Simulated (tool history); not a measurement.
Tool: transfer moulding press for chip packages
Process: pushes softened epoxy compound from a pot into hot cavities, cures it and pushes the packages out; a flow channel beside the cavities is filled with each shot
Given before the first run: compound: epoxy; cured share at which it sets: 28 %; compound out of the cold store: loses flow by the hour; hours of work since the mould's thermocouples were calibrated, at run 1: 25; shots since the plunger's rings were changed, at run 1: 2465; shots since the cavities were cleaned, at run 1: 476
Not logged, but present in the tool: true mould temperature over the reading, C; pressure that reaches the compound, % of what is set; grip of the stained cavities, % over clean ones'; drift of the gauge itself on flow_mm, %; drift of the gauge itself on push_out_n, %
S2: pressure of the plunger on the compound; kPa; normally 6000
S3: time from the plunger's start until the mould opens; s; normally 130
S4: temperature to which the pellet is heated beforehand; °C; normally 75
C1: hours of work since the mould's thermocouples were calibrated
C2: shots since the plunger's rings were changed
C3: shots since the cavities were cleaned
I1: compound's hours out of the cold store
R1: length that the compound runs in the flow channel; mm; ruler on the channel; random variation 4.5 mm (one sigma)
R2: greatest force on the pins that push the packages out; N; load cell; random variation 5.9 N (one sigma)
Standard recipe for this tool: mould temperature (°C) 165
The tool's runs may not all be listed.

Run 1, hour 0: usual settings; C1 25; C2 2465; C3 476; I1 44.6. Result: R1 449 mm, R2 318 N.
Run 2, hour 10.8: usual settings; C1 30; C2 2532; C3 543; I1 14.5. Result: R1 525 mm, R2 327 N.
Run 3, hour 18.2: usual settings; C1 33; C2 2578; C3 589; I1 47.3. Result: R1 430 mm, R2 320 N.
Run 4, hour 24.6: usual settings; C1 36; C2 2617; C3 628; I1 39.9. Result: R1 459 mm, R2 309 N.
Run 5, hour 36.4: usual settings; C1 41; C2 2690; C3 701; I1 27.2. Result: R1 487 mm, R2 333 N.
At hour 42.1: cavities cleaned with cleaning compound and waxed.
Run 6, hour 48.3: usual settings but mould temperature (°C) 159; C1 46; C2 2754; C3 38; I1 33.7. Result: R1 488 mm, R2 308 N.
Run 7, hour 57: usual settings but mould temperature (°C) 159; C1 50; C2 2808; C3 92; I1 21.6. Result: R1 523 mm, R2 333 N.
Run 8, hour 64.1: usual settings but mould temperature (°C) 164, S2 6020 kPa, S4 79 °C; C1 53; C2 2852; C3 136; I1 20.8. Result: R1 498 mm, R2 257 N.
Run 9, hour 76.6: usual settings but mould temperature (°C) 164, S2 6020 kPa, S4 79 °C; C1 58; C2 2929; C3 213; I1 33.9. Result: R1 469 mm, R2 265 N.
Run 10, hour 90: usual settings but mould temperature (°C) 163, S2 6020 kPa, S3 136 s, S4 79 °C; C1 64; C2 3011; C3 295; I1 28.8. Result: R1 491 mm, R2 297 N.
Run 11, hour 101.7: usual settings but mould temperature (°C) 163, S2 6020 kPa, S3 136 s, S4 79 °C; C1 69; C2 3084; C3 368; I1 42.3. Result: R1 451 mm, R2 303 N.
Run 12, hour 112.1: usual settings but S2 6020 kPa, S3 136 s, S4 79 °C; C1 74; C2 3148; C3 432; I1 27.4. Result: R1 485 mm, R2 298 N.
Run 13, hour 118.6: usual settings but mould temperature (°C) 173, S4 80 °C; C1 77; C2 3188; C3 472; I1 30.1. Result: R1 460 mm, R2 286 N.

Forecast each of these 4 alternatives for the next run:
Run A, hour 129.8: usual settings but mould temperature (°C) 172, S2 5680 kPa, S4 79 °C; C1 82; C2 3257; C3 541; I1 40.8. Result: R1 ?, R2 ?.
Run B, hour 129.8: usual settings but S2 6100 kPa, S3 118 s; C1 82; C2 3257; C3 541; I1 44.6. Result: R1 ?, R2 ?.
Run C, hour 129.8: usual settings but mould temperature (°C) 171, S3 157 s; C1 82; C2 3257; C3 541; I1 39.6. Result: R1 ?, R2 ?.
Run D, hour 129.8: usual settings but mould temperature (°C) 173, S4 78 °C; C1 82; C2 3257; C3 541; I1 39.3. Result: R1 ?, R2 ?.

run   R1   R2
  A  427  302
  B  445  324
  C  442  289
  D  429  286
What these runs would have given with no unlogged condition in the tool:
run   R1   R2
  A  449  205
  B  467  220
  C  465  195
  D  451  191
